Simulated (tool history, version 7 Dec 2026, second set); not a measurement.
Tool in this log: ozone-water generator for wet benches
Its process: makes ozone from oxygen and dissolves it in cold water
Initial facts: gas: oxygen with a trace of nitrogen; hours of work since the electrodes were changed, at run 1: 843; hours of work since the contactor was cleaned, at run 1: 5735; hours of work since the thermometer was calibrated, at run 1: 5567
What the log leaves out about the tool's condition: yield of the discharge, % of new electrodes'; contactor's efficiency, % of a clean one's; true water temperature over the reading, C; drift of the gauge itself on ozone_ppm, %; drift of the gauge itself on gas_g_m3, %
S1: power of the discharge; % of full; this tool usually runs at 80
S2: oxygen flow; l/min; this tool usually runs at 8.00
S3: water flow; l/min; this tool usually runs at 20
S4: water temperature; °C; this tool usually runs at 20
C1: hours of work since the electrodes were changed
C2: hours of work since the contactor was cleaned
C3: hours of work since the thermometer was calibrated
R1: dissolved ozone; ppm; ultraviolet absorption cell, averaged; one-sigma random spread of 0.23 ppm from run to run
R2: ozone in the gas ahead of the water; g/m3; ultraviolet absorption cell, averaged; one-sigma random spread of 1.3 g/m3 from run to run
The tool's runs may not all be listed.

Run 1, hour 0.0: usual settings; C1 843; C2 5735; C3 5567. Result: R1 33.1 ppm, R2 233.5 g/m3.
At hour 6.0: water thermometer calibrated.
Run 2, hour 30.3: usual settings; C1 866; C2 5758; C3 18. Result: R1 33.6 ppm, R2 233.0 g/m3.
Run 3, hour 68.7: usual settings; C1 895; C2 5787; C3 47. Result: R1 33.6 ppm, R2 234.2 g/m3.
Run 4, hour 88.5: usual settings; C1 910; C2 5802; C3 62. Result: R1 33.6 ppm, R2 230.9 g/m3.
Run 5, hour 104.4: usual settings; C1 922; C2 5814; C3 74. Result: R1 33.3 ppm, R2 230.1 g/m3.
Run 6, hour 141.3: usual settings but S1 72 % of full; C1 950; C2 5842; C3 102. Result: R1 30.7 ppm, R2 217.0 g/m3.
Run 7, hour 165.5: usual settings but S1 72 % of full; C1 968; C2 5860; C3 121. Result: R1 30.8 ppm, R2 214.7 g/m3.
Run 8, hour 196.6: usual settings; C1 992; C2 5883; C3 144. Result: R1 33.2 ppm, R2 230.9 g/m3.
Run 9, hour 233.6: usual settings; C1 1020; C2 5911; C3 172. Result: R1 33.3 ppm, R2 231.5 g/m3.
Run 10, hour 269.6: usual settings; C1 1047; C2 5939; C3 199. Result: R1 33.6 ppm, R2 231.2 g/m3.
Run 11, hour 307.2: usual settings; C1 1075; C2 5967; C3 228. Result: R1 33.4 ppm, R2 231.4 g/m3.
Run 12, hour 340.9: usual settings; C1 1101; C2 5993; C3 253. Result: R1 33.1 ppm, R2 229.4 g/m3.
Run 13, hour 361.1: usual settings; C1 1116; C2 6008; C3 268. Result: R1 33.5 ppm, R2 231.0 g/m3.
Run 14, hour 390.9: usual settings; C1 1139; C2 6030; C3 291. Result: R1 33.4 ppm, R2 232.2 g/m3.
Run 15, hour 418.6: usual settings but S2 6.75 l/min; C1 1159; C2 6051; C3 312. Result: R1 32.9 ppm, R2 244.1 g/m3.
Run 16, hour 451.2: usual settings but S2 6.75 l/min; C1 1184; C2 6076; C3 337. Result: R1 32.8 ppm, R2 245.2 g/m3.
Run 17, hour 474.9: usual settings but S2 6.75 l/min; C1 1202; C2 6094; C3 354. Result: R1 32.7 ppm, R2 243.6 g/m3.
Run 18, hour 502.7: usual settings but S2 4.27 l/min, S3 32 l/min; C1 1223; C2 6115; C3 375. Result: R1 19.7 ppm, R2 284.2 g/m3.
Run 19, hour 523.9: usual settings but S2 4.27 l/min, S3 32 l/min; C1 1239; C2 6131; C3 391. Result: R1 19.7 ppm, R2 284.9 g/m3.
Run 20, hour 562.2: usual settings but S1 90 % of full, S3 16 l/min, S4 17 °C; C1 1268; C2 6160; C3 420. Result: R1 43.8 ppm, R2 253.3 g/m3.
Run 21, hour 594.5: usual settings but S1 90 % of full, S3 19 l/min, S4 17 °C; C1 1292; C2 6184; C3 445. Result: R1 38.9 ppm, R2 253.2 g/m3.
Run 22, hour 611.4: usual settings but S1 59 % of full, S4 19 °C; C1 1305; C2 6197; C3 458. Result: R1 27.1 ppm, R2 184.2 g/m3.
Run 23, hour 638.5: usual settings but S1 52 % of full, S4 24 °C; C1 1326; C2 6218; C3 478. Result: R1 22.2 ppm, R2 167.3 g/m3.
Run 24, hour 654.9: usual settings but S2 8.36 l/min, S4 16 °C; C1 1338; C2 6230; C3 491. Result: R1 35.8 ppm, R2 226.6 g/m3.
Run 25, hour 671.5: usual settings but S2 5.33 l/min; C1 1351; C2 6242; C3 503. Result: R1 31.6 ppm, R2 264.5 g/m3.
Run 26, hour 693.7: usual settings but S2 5.33 l/min, S3 12 l/min; C1 1367; C2 6259; C3 520. Result: R1 43.6 ppm, R2 264.6 g/m3.
Run 27, hour 711.5: usual settings but S1 81 % of full, S2 5.33 l/min, S3 15 l/min, S4 21 °C; C1 1381; C2 6273; C3 533. Result: R1 37.8 ppm, R2 265.7 g/m3.
Run 28, hour 727.5: usual settings but S1 81 % of full, S2 9.10 l/min, S3 15 l/min; C1 1393; C2 6285; C3 545. Result: R1 39.7 ppm, R2 221.9 g/m3.
Run 29, hour 761.8: usual settings but S1 40 % of full, S2 4.48 l/min, S3 15 l/min, S4 19 °C; C1 1419; C2 6311; C3 571. Result: R1 22.3 ppm, R2 166.9 g/m3.
Run 30, hour 789.0: usual settings but S1 40 % of full, S2 10.20 l/min, S3 15 l/min, S4 23 °C; C1 1439; C2 6331; C3 592. Result: R1 21.7 ppm, R2 127.8 g/m3.
Run 31, hour 816.5: usual settings but S1 45 % of full, S2 11.04 l/min, S3 15 l/min, S4 14 °C; C1 1460; C2 6352; C3 613. Result: R1 28.7 ppm, R2 135.7 g/m3.
Run 32, hour 854.3: usual settings but S1 45 % of full, S2 11.04 l/min, S3 15 l/min, S4 14 °C; C1 1489; C2 6381; C3 641. Result: R1 28.8 ppm, R2 133.0 g/m3.
Run 33, hour 874.0: usual settings but S1 45 % of full, S2 11.04 l/min, S3 15 l/min, S4 14 °C; C1 1504; C2 6396; C3 656. Result: R1 28.8 ppm, R2 135.8 g/m3.

How would selected steps in R1 from run to run divide? Give the signed amount a tool lacking its hidden state would still show from settings, what came in and random variation, and the signed amount left for the hidden state, including any gauge scatter that is not in both of the compared results.
Run 19 -> 20: S1 80 -> 90, S2 4.27 -> 8.00, S3 32 -> 16, S4 20 -> 17. R1 +24.1 ppm: hidden state -0.9, all else +25.0.
Run 23 -> 24: S1 52 -> 80, S2 8.00 -> 8.36, S4 24 -> 16. R1 +13.6 ppm: hidden state -0.8, all else +14.4.
Run 28 -> 29: S1 81 -> 40, S2 9.10 -> 4.48, S4 20 -> 19. R1 -17.4 ppm: hidden state +1.0, all else -18.4.
